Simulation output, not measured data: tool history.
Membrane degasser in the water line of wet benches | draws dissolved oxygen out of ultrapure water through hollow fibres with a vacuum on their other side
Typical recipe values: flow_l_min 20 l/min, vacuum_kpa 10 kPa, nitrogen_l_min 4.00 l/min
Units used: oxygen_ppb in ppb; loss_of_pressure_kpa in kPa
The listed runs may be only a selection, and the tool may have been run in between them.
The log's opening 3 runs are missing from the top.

run    hour  flow_l_min  vacuum_kpa  nitrogen_l_min  oxygen_ppb  loss_of_pressure_kpa
  4   383.1          20          10            4.00       230.9                 32.44
  5   506.0          20          10            4.00       230.2                 32.29
  6   663.3          20          10            4.00       231.1                 32.58
      674.8  -- vacuum gauge calibrated
  7   834.4          20          10            4.00       229.3                 32.64
  8   958.7          20          10            4.00       229.0                 32.47
  9  1077.5          20          10            4.00       228.7                 32.48
 10  1206.8          20          10            4.00       226.0                 32.60
 11  1321.8          20          10            4.00       228.4                 32.61
 12  1428.8          20          10            4.00       228.5                 32.55
 13  1560.3          29          10            4.00       532.7                 47.31
 14  1730.5          20          10            4.00       230.6                 32.51
 15  1892.5          20          10            4.00       230.0                 32.67
 16  2063.0          20          10           10.78       176.5                 32.58
 17  2175.8          20          10           10.78       178.1                 32.64
 18  2362.7          20          10           10.78       181.4                 32.61
 19  2510.6          20          10           10.78       182.4                 32.65

For run 20, what comes out?
 20  2616.6          20          10           10.78           ?                     ?

Logged for run 20: oxygen_ppb 181.8 ppb, loss_of_pressure_kpa 32.60 kPa.
Were there no unlogged condition in the tool, this run, its random variation unchanged, would have produced oxygen_ppb 164.7 ppb, loss_of_pressure_kpa 31.67 kPa.

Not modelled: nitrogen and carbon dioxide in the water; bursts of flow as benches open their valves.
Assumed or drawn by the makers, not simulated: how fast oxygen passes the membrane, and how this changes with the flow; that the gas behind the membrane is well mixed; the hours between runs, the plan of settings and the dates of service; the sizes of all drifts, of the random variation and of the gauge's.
